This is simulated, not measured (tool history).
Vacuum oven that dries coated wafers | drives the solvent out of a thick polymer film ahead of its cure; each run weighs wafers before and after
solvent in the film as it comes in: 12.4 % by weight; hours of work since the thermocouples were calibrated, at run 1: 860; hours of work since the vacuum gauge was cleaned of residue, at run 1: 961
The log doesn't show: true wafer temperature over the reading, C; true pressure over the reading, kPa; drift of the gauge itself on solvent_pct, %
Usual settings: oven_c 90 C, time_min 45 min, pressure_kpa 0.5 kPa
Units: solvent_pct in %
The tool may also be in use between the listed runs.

run,day,oven_c,time_min,pressure_kpa,hours of work since the thermocouples were calibrated,hours of work since the vacuum gauge was cleaned of residue,solvent_pct
1,0,90,45,0.5,860,961,2.49
2,1.904,90,45,0.5,881,981,2.5
3,3.633,86,45,0.5,899,999,3.51
4,5.283,86,45,0.5,917,1017,3.47
5,6.854,86,45,0.5,933,1033,3.52
6,8.471,90,45,1.6,951,1051,2.83
7,10.033,90,45,1.6,967,1067,2.73
8,11.3,90,45,1.6,981,1081,2.71
9,13.242,90,45,1.6,1001,1101,2.66
10,15.104,90,45,1.6,1021,1121,2.74
# day 15.288: vacuum gauge cleaned of residue and calibrated
11,16.867,90,45,1.6,1039,17,2.76
12,19.029,93,45,0.268,1062,40,1.61
# day 19.662: vacuum gauge cleaned of residue and calibrated, once more
13,20.833,77,45,1.015,1081,12,6.03
14,22.612,77,52,1.317,1100,31,5.55
15,24.188,101,45,0.412,1116,48,0.45
16,25.933,101,45,0.412,1135,67,0.41
17,27.112,101,45,0.412,1148,79,0.47
18,29.042,90,45,0.615,1168,100,2.25
19,30.958,90,45,0.615,1189,120,2.3
20,32.254,81,45,0.48,1202,134,4.63
21,33.617,83,53,1.605,1217,149,3.9
22,34.504,76,26,1.605,1226,158,7.74

5 ways to go on from here, each from the tool as it stands after run 22. What would each give?
A,36.4,79,45,0.556,1246,178,?
B,36.4,76,26,0.589,1246,178,?
C,36.4,86,26,1.605,1246,178,?
D,36.4,99,34,1.605,1246,178,?
E,36.4,85,34,1.605,1246,178,?

run,solvent_pct
A,5.23
B,7.55
C,5.48
D,1.3
E,4.77
Without the tool's hidden state the same runs would have given:
run,solvent_pct
A,5.94
B,8.05
C,6.18
D,1.79
E,5.49
